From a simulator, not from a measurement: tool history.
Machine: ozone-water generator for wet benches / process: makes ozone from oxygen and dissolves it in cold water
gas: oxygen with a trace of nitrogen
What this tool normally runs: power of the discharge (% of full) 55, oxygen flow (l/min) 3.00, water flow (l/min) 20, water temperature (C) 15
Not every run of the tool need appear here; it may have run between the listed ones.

run,day,power of the discharge (% of full),oxygen flow (l/min),water flow (l/min),water temperature (C),dissolved ozone (ppm),ozone in the gas ahead of the water (g/m3)
1,0.000,55,3.00,20,15,16.6,191.7
2,2.788,55,3.00,20,15,16.8,190.1
3,5.392,55,3.00,20,15,16.6,190.6
4,8.200,55,3.00,20,15,16.7,190.9
# day 9.104: water thermometer calibrated
5,11.567,55,3.00,20,15,16.5,193.7
6,14.642,79,3.00,20,15,22.5,262.9
7,18.100,79,3.00,20,15,22.5,260.5
8,19.712,55,3.00,20,15,16.7,193.6
9,22.483,55,3.00,20,15,16.5,195.1
10,26.050,55,3.00,20,15,16.7,194.9
11,28.650,55,3.00,20,7,17.8,193.2
12,31.988,55,3.00,20,7,17.9,194.3
13,34.979,55,3.00,20,7,18.0,193.2
14,36.638,55,3.00,20,7,18.0,193.4
15,39.183,55,3.00,20,7,17.7,195.5
16,40.700,55,3.00,20,7,18.0,195.3
17,43.362,55,3.00,20,7,17.8,195.9
18,45.062,55,3.00,12,15,25.4,195.1
19,47.538,55,3.00,12,15,25.8,195.7
20,49.054,55,2.01,28,15,10.8,246.1
21,50.588,94,3.61,20,15,26.5,273.0
22,53.446,94,4.67,22,15,24.5,233.8
23,55.896,94,4.67,22,15,24.4,234.5
24,59.542,94,4.67,22,15,24.5,235.2
25,63.071,94,4.67,22,15,24.6,236.5
26,64.958,94,4.67,22,15,24.5,235.9
# day 65.750: gauge calibrated
27,66.804,55,1.93,12,14,25.4,249.6
28,69.338,55,1.93,12,14,25.3,246.9
29,71.729,55,1.93,15,8,21.6,247.6
30,73.875,57,1.55,19,9,16.6,288.8
31,76.654,57,1.55,19,9,16.9,292.7
32,78.779,57,1.55,19,9,16.8,290.1
33,81.408,78,1.77,15,20,26.3,347.3
34,84.375,78,1.77,15,20,25.8,346.7

Some steps in ozone in the gas ahead of the water (g/m3), run to run, broken into two amounts with sign: the step expected even without the hidden condition (settings, incoming material, random variation), and the rest, left for the hidden condition together with whatever gauge scatter is not in both the measured and the hidden-condition-free result:
The hidden state here: yield of the discharge, % of new electrodes'; contactor's efficiency, % of a clean one's; true water temperature over the reading, C; drift of the gauge itself on ozone_ppm, %; drift of the gauge itself on gas_g_m3, %.
Run 5 -> 6: power of the discharge (% of full) 55 -> 79. ozone in the gas ahead of the water (g/m3) +69.2: hidden state +0.7, all else +68.5.
Run 7 -> 8: power of the discharge (% of full) 79 -> 55. ozone in the gas ahead of the water (g/m3) -66.9: hidden state -0.3, all else -66.6.
Run 19 -> 20: oxygen flow (l/min) 3.00 -> 2.01, water flow (l/min) 12 -> 28. ozone in the gas ahead of the water (g/m3) +50.4: hidden state +1.1, all else +49.3.
Run 26 -> 27: power of the discharge (% of full) 94 -> 55, oxygen flow (l/min) 4.67 -> 1.93, water flow (l/min) 22 -> 12, water temperature (C) 15 -> 14, gauge calibrated. ozone in the gas ahead of the water (g/m3) +13.7: hidden state -6.5, all else +20.2.
Run 32 -> 33: power of the discharge (% of full) 57 -> 78, oxygen flow (l/min) 1.55 -> 1.77, water flow (l/min) 19 -> 15, water temperature (C) 9 -> 20. ozone in the gas ahead of the water (g/m3) +57.2: hidden state +0.6, all else +56.6.
